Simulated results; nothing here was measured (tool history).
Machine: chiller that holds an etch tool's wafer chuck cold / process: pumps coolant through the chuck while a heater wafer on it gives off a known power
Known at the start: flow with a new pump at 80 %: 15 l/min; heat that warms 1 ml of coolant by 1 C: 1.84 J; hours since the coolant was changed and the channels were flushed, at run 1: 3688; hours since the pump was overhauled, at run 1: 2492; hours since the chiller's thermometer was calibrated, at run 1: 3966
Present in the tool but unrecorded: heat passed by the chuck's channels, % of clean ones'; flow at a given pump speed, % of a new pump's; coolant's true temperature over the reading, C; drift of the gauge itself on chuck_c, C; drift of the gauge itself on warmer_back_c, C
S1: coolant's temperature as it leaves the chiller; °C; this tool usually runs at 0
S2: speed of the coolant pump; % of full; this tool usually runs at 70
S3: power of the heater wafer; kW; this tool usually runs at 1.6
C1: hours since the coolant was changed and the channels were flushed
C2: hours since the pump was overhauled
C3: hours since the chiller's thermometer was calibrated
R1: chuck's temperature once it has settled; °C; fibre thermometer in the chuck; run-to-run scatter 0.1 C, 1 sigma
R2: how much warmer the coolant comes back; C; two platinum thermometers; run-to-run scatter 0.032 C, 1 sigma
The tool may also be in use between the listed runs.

{"run": 1, "hour": 0.0, "S1": 0, "S2": 70, "S3": 1.6, "C1": 3688, "C2": 2492, "C3": 3966, "R1": 19.9, "R2": 4.01}
{"run": 2, "hour": 74.9, "S1": 0, "S2": 70, "S3": 1.6, "C1": 3763, "C2": 2567, "C3": 4041, "R1": 19.9, "R2": 4}
{"run": 3, "hour": 198.3, "S1": 0, "S2": 70, "S3": 1.6, "C1": 3886, "C2": 2691, "C3": 4164, "R1": 20.1, "R2": 3.99}
{"run": 4, "hour": 331.2, "S1": 0, "S2": 70, "S3": 1.6, "C1": 4019, "C2": 2824, "C3": 4297, "R1": 19.8, "R2": 4.04}
{"run": 5, "hour": 409.6, "S1": 0, "S2": 62, "S3": 1.6, "C1": 4097, "C2": 2902, "C3": 4376, "R1": 22, "R2": 4.63}
{"run": 6, "hour": 518.4, "S1": 0, "S2": 62, "S3": 1.6, "C1": 4206, "C2": 3011, "C3": 4484, "R1": 21.9, "R2": 4.58}
{"run": 7, "hour": 639.7, "S1": 0, "S2": 70, "S3": 1.6, "C1": 4327, "C2": 3132, "C3": 4606, "R1": 19.9, "R2": 4}
{"run": 8, "hour": 780.2, "S1": 0, "S2": 70, "S3": 1.6, "C1": 4468, "C2": 3273, "C3": 4746, "R1": 20, "R2": 4}
{"run": 9, "hour": 886.7, "S1": 0, "S2": 70, "S3": 1.901, "C1": 4574, "C2": 3379, "C3": 4853, "R1": 23.8, "R2": 4.8}
{"run": 10, "hour": 950.6, "S1": 0, "S2": 86, "S3": 0.911, "C1": 4638, "C2": 3443, "C3": 4917, "R1": 9.5, "R2": 1.85}
{"run": 11, "hour": 1084.6, "S1": 0, "S2": 86, "S3": 0.911, "C1": 4772, "C2": 3577, "C3": 5051, "R1": 9.8, "R2": 1.84}
{"run": 12, "hour": 1184.5, "S1": -9, "S2": 86, "S3": 1.007, "C1": 4872, "C2": 3677, "C3": 5150, "R1": 1.6, "R2": 2.04}
{"hour": 1279.9, "done": "chiller's thermometer calibrated"}
{"run": 13, "hour": 1317.5, "S1": -9, "S2": 86, "S3": 1.007, "C1": 5004, "C2": 3809, "C3": 38, "R1": 1.9, "R2": 2.07}
{"run": 14, "hour": 1416.6, "S1": -9, "S2": 86, "S3": 1.007, "C1": 5103, "C2": 3908, "C3": 137, "R1": 1.5, "R2": 2}
{"run": 15, "hour": 1480.0, "S1": -9, "S2": 66, "S3": 1.618, "C1": 5167, "C2": 3971, "C3": 200, "R1": 12.1, "R2": 4.36}
{"run": 16, "hour": 1544.5, "S1": -5, "S2": 70, "S3": 1.813, "C1": 5231, "C2": 4036, "C3": 265, "R1": 17.5, "R2": 4.5}

For each entry between runs, how does the tool's hidden state at the last listed run before it compare with that at the first listed run after it?
From run 12 to run 13: chiller's thermometer calibrated (hour 1279.9)
  coolant's true temperature over the reading, C: 0.01 -> 0
